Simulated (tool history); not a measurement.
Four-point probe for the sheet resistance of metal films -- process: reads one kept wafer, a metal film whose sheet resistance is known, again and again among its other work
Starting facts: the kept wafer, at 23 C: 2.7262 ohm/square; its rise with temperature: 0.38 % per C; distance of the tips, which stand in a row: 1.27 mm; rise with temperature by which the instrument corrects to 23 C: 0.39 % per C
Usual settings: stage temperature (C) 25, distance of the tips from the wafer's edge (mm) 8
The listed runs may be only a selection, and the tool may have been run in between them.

run,day,stage temperature (C),distance of the tips from the wafer's edge (mm),sheet resistance as the instrument gives it (ohm/square)
1,0.000,25,8,2.762031
2,0.658,25,8,2.763645
3,1.162,25,8,2.762861
4,1.817,25,3,2.962969
5,2.258,25,3,2.963965
6,3.350,25,3,2.964603
7,4.046,25,70,2.726065
8,4.883,25,7,2.772896
9,5.525,25,8,2.761368
10,6.108,25,8,2.762142
11,6.892,25,8,2.762452
12,7.962,25,8,2.761606
13,8.850,25,8,2.763216
14,9.404,25,8,2.761263
15,9.983,24,8,2.762531
16,10.721,25,8,2.761460
17,11.621,25,8,2.762245
18,12.458,25,11,2.746072
19,13.446,25,11,2.744485
20,13.996,25,73,2.725844
21,14.454,25,68,2.726268
22,14.979,25,13,2.739679
23,15.979,25,13,2.739541
24,16.458,21,44,2.728214
25,16.967,21,44,2.728285
26,17.779,21,44,2.728043
27,18.812,18,28,2.730612
28,19.721,35,11,2.743203
29,20.333,35,11,2.743515
30,21.158,35,11,2.743497
31,21.942,35,11,2.743440
32,22.700,35,11,2.743552
33,23.738,33,6,2.788991
34,24.329,31,22,2.730152
35,25.329,31,22,2.728737
36,26.329,18,5,2.818884
37,27.208,23,26,2.729093
38,27.950,20,6,2.792227
39,28.712,35,4,2.863560
40,29.442,20,4,2.866418
41,30.017,20,4,2.866694
42,30.950,25,4,2.866121
43,31.646,25,4,2.866364
44,32.658,25,71,2.727568

Alternative continuations, all from the tool just after run 44; predict every row:
A,33.112,25,8,?
B,33.112,24,4,?
C,33.112,25,3,?
D,33.112,19,15,?

run,sheet resistance as the instrument gives it (ohm/square)
A,2.762759
B,2.865607
C,2.964082
D,2.738771
With no hidden state in the tool, these same runs would have given:
run,sheet resistance as the instrument gives it (ohm/square)
A,2.762684
B,2.865530
C,2.964002
D,2.738696
